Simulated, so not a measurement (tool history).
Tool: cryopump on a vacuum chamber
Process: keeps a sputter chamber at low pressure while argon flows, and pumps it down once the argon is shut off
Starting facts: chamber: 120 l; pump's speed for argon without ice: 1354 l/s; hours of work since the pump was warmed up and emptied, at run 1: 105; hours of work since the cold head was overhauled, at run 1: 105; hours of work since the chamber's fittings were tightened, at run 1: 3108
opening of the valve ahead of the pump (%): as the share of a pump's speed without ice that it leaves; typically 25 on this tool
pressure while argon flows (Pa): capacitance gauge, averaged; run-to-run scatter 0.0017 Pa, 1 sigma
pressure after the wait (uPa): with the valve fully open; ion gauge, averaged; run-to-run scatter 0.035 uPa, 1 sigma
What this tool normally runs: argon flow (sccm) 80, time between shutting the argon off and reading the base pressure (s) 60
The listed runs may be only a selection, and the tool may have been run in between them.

run,hour,argon flow (sccm),time between shutting the argon off and reading the base pressure (s),opening of the valve ahead of the pump (%),hours of work since the pump was warmed up and emptied,hours of work since the cold head was overhauled,hours of work since the chamber's fittings were tightened,pressure while argon flows (Pa),pressure after the wait (uPa)
1,0,80,60,25,105,105,3108,0.405,2.93
2,31.4,80,60,22,118,118,3120,0.4573,2.91
3,82.6,80,60,22,139,139,3141,0.4598,2.96
4,121.4,80,275,22,154,154,3157,0.461,1.65
5,150.2,80,275,22,166,166,3168,0.4624,1.65
6,183,80,275,22,179,179,3182,0.4587,1.68
7,213.4,80,275,22,192,192,3194,0.4617,1.7
8,250.3,129,37,25,207,207,3209,0.6603,3.97
9,284.3,51,66,17,220,220,3223,0.3786,2.79
10,309.7,51,66,17,231,231,3233,0.3801,2.88
11,352.7,80,105,25,248,248,3250,0.4081,2.34
12,394.4,80,95,36,265,265,3267,0.2919,2.38
13,442.3,86,89,25,284,284,3286,0.443,2.55
14,470.8,67,112,21,296,296,3298,0.4118,2.29

4 ways to go on from here, each from the tool as it stands after run 14. What would each give?
A,504.5,98,112,16,309,309,3312,?,?
B,504.5,46,128,25,309,309,3312,?,?
C,504.5,80,54,23,309,309,3312,?,?
D,504.5,78,112,24,309,309,3312,?,?

run,pressure while argon flows (Pa),pressure after the wait (uPa)
A,0.7791,2.31
B,0.2363,2.2
C,0.4461,3.27
D,0.4182,2.29
With the hidden condition removed and each run's random variation left untouched, the same runs would have given:
run,pressure while argon flows (Pa),pressure after the wait (uPa)
A,0.7611,1.11
B,0.2279,1
C,0.4313,2.05
D,0.4038,1.08
